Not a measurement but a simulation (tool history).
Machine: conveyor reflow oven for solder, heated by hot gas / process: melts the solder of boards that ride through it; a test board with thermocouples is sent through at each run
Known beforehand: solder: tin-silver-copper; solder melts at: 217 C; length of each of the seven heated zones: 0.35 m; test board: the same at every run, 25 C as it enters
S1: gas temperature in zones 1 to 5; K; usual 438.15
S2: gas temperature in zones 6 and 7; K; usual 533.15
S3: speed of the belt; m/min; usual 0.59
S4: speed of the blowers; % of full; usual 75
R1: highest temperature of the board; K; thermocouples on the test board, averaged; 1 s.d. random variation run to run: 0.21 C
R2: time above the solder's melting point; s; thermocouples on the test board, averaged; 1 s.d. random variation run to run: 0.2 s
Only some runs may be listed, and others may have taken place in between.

run    hour      S1      S2     S3  S4      R1    R2
  1       0  438.15  533.15   0.59  75  520.25  46.6
  2    79.6  438.15  533.15   0.59  75  520.15  46.3
  3   113.7  438.15  533.15   0.59  63  516.35  42.3
      141.8  -- flux residue cleaned out of gas plates and filters
  4   171.2  438.15  533.15   0.59  63  518.15  44.4
  5   205.4  438.15  533.15   0.59  74  521.05  47.9
  6     261  438.15  533.15   0.59  75  521.25  48.3
  7     312  438.15  533.15   0.59  75  521.35  47.9
  8   389.1  438.15  533.15   0.59  75  521.05  47.5
  9   468.3  438.15  533.15   0.59  75  520.85  47.7
      531.9  -- flux residue cleaned out of gas plates and filters
 10   538.6  438.15  533.15   0.59  75  522.95  49.2
      557.1  -- thermocouples of zones 6 and 7 changed
 11   610.8  438.15  533.15   0.59  75  517.65  45.6
 12   647.5  438.15  533.15   0.59  51  509.45  34.8
 13   701.5  438.15  533.15   0.59  51  509.65    35
 14   736.4  438.15  538.15   0.59  75  521.55  48.6
 15   770.1  438.15  538.15   0.59  75  521.55  48.6
 16   814.8  438.15  537.15   0.59  63  517.15  43.9
 17   866.8  438.15  533.15  0.516  75  521.15  56.9
 18   903.6  438.15  523.15  0.501  75  512.75  50.4
      928.1  -- flux residue cleaned out of gas plates and filters
 19   947.3  427.15  544.15  0.501  64  529.85  60.9
       1006  -- belt drive overhauled, speed set with a stopwatch
 20  1017.3  450.15  541.15  0.565  75  529.15  59.2
 21  1071.7  450.15  541.15  0.565  75  528.55  59.2
 22  1150.1  446.15  547.15   0.59  75  531.85  56.5

Run 23 has not been measured yet. What should we expect?
 23  1207.2  429.15  529.15  0.59  58   ?   ?

R1: 507.55 K
R2: 29.7 s
If the tool had no hidden condition, the same run with the same run-to-run variation would have returned R1 507.45 K, R2 29.9 s.
